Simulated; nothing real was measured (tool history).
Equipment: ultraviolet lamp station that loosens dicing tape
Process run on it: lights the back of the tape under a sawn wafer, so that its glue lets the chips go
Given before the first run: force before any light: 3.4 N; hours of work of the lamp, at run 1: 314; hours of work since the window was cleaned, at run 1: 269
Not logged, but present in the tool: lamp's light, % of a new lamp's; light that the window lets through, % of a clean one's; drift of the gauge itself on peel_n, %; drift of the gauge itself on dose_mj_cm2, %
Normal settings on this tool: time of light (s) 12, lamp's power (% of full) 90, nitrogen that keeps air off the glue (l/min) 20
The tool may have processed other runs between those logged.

run,hour,time of light (s),lamp's power (% of full),nitrogen that keeps air off the glue (l/min),hours of work of the lamp,hours of work since the window was cleaned,force that peels the tape off (N),light that reached the tape (mJ/cm²)
1,0.0,12,90,20,314,269,0.259,206
2,30.0,12,90,20,334,289,0.246,205
3,59.8,12,90,20,355,309,0.275,196
4,82.9,8,90,20,370,325,0.538,130
# hour 95.4: window cleaned of glue's vapour
5,108.6,12,90,22,387,9,0.211,215
6,135.1,12,90,20,405,27,0.236,214
7,173.9,12,90,37,431,53,0.191,208
8,206.2,12,90,20,453,75,0.241,207
9,237.4,17,90,20,474,96,0.157,288
10,276.4,17,90,20,500,122,0.161,282
11,306.2,12,69,32,520,142,0.314,153
12,339.8,7,76,36,543,165,0.612,99
13,371.0,7,76,22,564,186,0.803,93
14,392.5,7,76,22,578,200,0.819,94
15,429.4,13,74,15,603,225,0.420,173
16,458.3,11,91,9,623,245,0.610,174

Consider 4 possible next runs. They are alternatives, not a sequence: every one starts from the tool as it was left by run 16. What does each give?
A,490.9,12,76,20,645,266,?,?
B,490.9,11,86,9,645,266,?,?
C,490.9,22,90,20,645,266,?,?
D,490.9,7,70,12,645,266,?,?

run,force that peels the tape off (N),light that reached the tape (mJ/cm²)
A,0.392,157
B,0.671,160
C,0.142,339
D,1.235,85
What these runs would have given with no unlogged condition in the tool:
run,force that peels the tape off (N),light that reached the tape (mJ/cm²)
A,0.253,202
B,0.452,207
C,0.129,437
D,0.941,110

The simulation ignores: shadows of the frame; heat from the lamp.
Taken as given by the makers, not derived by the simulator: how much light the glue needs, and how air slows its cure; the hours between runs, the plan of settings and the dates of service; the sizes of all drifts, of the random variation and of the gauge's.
